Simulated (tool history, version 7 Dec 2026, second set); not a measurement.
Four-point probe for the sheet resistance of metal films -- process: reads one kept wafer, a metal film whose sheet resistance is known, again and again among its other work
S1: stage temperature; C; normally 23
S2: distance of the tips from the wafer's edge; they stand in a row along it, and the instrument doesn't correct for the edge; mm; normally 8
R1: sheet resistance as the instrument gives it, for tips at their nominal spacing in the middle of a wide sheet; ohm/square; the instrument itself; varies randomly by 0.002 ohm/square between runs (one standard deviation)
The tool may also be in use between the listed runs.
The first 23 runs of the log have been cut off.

{"run": 24, "day": 31.112, "S1": 21, "S2": 45, "R1": 9.845351}
{"run": 25, "day": 31.929, "S1": 21, "S2": 45, "R1": 9.846418}
{"run": 26, "day": 33.675, "S1": 24, "S2": 43, "R1": 9.81719}
{"run": 27, "day": 34.5, "S1": 24, "S2": 43, "R1": 9.819767}
{"run": 28, "day": 35.929, "S1": 22, "S2": 12, "R1": 9.893024}
{"run": 29, "day": 37.371, "S1": 21, "S2": 12, "R1": 9.903399}
{"run": 30, "day": 39.025, "S1": 25, "S2": 11, "R1": 9.877176}
{"run": 31, "day": 40.262, "S1": 31, "S2": 17, "R1": 9.781227}
{"run": 32, "day": 41.208, "S1": 35, "S2": 4, "R1": 10.219113}
{"run": 33, "day": 42.2, "S1": 20, "S2": 16, "R1": 9.886144}
{"run": 34, "day": 43.054, "S1": 18, "S2": 19, "R1": 9.895529}
{"run": 35, "day": 44.7, "S1": 30, "S2": 12, "R1": 9.820201}
{"run": 36, "day": 46.171, "S1": 25, "S2": 14, "R1": 9.844885}
{"run": 37, "day": 47.104, "S1": 22, "S2": 5, "R1": 10.160435}

3 ways to go on from here, each from the tool as it stands after run 37. What would each give?
{"run": "A", "day": 48.633, "S1": 23, "S2": 10, "R1": "?"}
{"run": "B", "day": 48.633, "S1": 21, "S2": 5, "R1": "?"}
{"run": "C", "day": 48.633, "S1": 30, "S2": 8, "R1": "?"}

run=A R1=9.911487
run=B R1=10.171405
run=C R1=9.888621
With no hidden state in the tool, these same runs would have given:
run=A R1=9.910656
run=B R1=10.170554
run=C R1=9.887793

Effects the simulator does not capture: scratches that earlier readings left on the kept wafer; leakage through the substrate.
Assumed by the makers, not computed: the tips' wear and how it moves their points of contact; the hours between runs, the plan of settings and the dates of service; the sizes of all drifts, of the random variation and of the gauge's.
